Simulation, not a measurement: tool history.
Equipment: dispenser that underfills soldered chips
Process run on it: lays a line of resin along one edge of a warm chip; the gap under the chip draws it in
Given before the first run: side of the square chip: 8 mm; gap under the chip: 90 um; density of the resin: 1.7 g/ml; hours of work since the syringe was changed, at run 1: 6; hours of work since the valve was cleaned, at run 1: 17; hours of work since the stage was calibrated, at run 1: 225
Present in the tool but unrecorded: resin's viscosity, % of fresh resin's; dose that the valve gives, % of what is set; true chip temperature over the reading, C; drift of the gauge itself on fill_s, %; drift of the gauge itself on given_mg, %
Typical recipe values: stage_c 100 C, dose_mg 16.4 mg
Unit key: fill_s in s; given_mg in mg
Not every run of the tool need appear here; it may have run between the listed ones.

| run | day | stage_c | dose_mg | hours of work since the syringe was changed | hours of work since the valve was cleaned | hours of work since the stage was calibrated | fill_s | given_mg |
|---|---|---|---|---|---|---|---|---|
| 1 | 0.000 | 100 | 16.4 | 6 | 17 | 225 | 57.3 | 16.15 |
|  | 0.279 | new syringe of resin |
| 2 | 0.375 | 100 | 16.4 | 2 | 23 | 232 | 50.1 | 16.10 |
| 3 | 0.558 | 86 | 16.4 | 5 | 27 | 235 | 79.7 | 16.01 |
|  | 0.875 | new syringe of resin |
| 4 | 0.933 | 86 | 16.4 | 1 | 34 | 242 | 71.6 | 16.04 |
| 5 | 1.146 | 100 | 17.4 | 5 | 37 | 246 | 54.6 | 16.98 |
| 6 | 1.346 | 100 | 17.4 | 9 | 41 | 250 | 62.0 | 16.83 |
|  | 1.450 | new syringe of resin |
| 7 | 1.558 | 100 | 17.4 | 2 | 45 | 254 | 50.3 | 16.89 |
| 8 | 1.988 | 87 | 16.4 | 10 | 53 | 262 | 92.2 | 15.88 |
|  | 2.029 | new syringe of resin |
| 9 | 2.196 | 87 | 16.9 | 3 | 57 | 265 | 73.1 | 16.23 |
| 10 | 2.404 | 97 | 17.4 | 7 | 61 | 269 | 62.3 | 16.77 |
|  | 2.617 | new syringe of resin |
| 11 | 2.617 | 98 | 16.4 | 0 | 64 | 273 | 51.3 | 15.72 |
| 12 | 3.038 | 109 | 14.1 | 8 | 72 | 281 | 49.1 | 13.51 |

Branching from run 12: 5 alternative next runs. What would each branch give?
|  | 3.204 | new syringe of resin |
| A | 3.333 | 93 | 14.1 | 2 | 78 | 286 | ? | ? |
|  | 3.204 | new syringe of resin |
| B | 3.333 | 107 | 15.3 | 2 | 78 | 286 | ? | ? |
|  | 3.204 | new syringe of resin |
| C | 3.333 | 100 | 17.5 | 2 | 78 | 286 | ? | ? |
|  | 3.204 | new syringe of resin |
| D | 3.333 | 109 | 15.6 | 2 | 78 | 286 | ? | ? |
|  | 3.204 | new syringe of resin |
| E | 3.333 | 89 | 14.1 | 2 | 78 | 286 | ? | ? |

| run | fill_s | given_mg |
|---|---|---|
| A | 62.7 | 13.30 |
| B | 42.2 | 14.41 |
| C | 51.7 | 16.66 |
| D | 40.3 | 14.83 |
| E | 69.6 | 13.40 |
Take away the tool's hidden state, keep each run's random variation, and the runs would have read:
| run | fill_s | given_mg |
|---|---|---|
| A | 59.6 | 14.01 |
| B | 40.1 | 15.18 |
| C | 49.5 | 17.56 |
| D | 38.4 | 15.62 |
| E | 66.1 | 14.12 |
